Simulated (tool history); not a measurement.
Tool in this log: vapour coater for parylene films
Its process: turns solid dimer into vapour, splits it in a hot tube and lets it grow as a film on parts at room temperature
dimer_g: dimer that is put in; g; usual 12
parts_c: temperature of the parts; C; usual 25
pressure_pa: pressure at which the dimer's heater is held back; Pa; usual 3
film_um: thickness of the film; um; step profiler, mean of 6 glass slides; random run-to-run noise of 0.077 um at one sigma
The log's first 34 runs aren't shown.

run,day,dimer_g,parts_c,pressure_pa,film_um
35,75.354,12,25,2.98,9.18
36,77.558,9,29,2.55,5.98
37,80.146,9,29,2.55,5.88
38,81.762,12,27,4.73,8.28
# day 83.292: trap's valve overhauled
39,83.608,12,20,4.73,11.02
40,85.038,11,32,2.34,6.35
41,86.704,12,25,2.1,9.6
42,88.4,12,25,2.1,9.44
43,90.788,6,25,2.1,4.77
44,93.458,18,31,3,10.8
45,96.625,18,31,3,10.77
46,99.108,7,31,2.17,4.27

3 ways to go on from here, each from the tool as it stands after run 46. What would each give?
# day 100.538: table's thermometer calibrated
A,102.083,19,24,7.14,?
# day 100.538: table's thermometer calibrated
B,102.083,13,28,4.91,?
# day 100.538: table's thermometer calibrated
C,102.083,13,24,3,?

run,film_um
A,14.02
B,8.37
C,10.4
The same runs, with their run-to-run variation unchanged, on a tool lacking any hidden condition would have given:
run,film_um
A,14.03
B,8.38
C,10.41
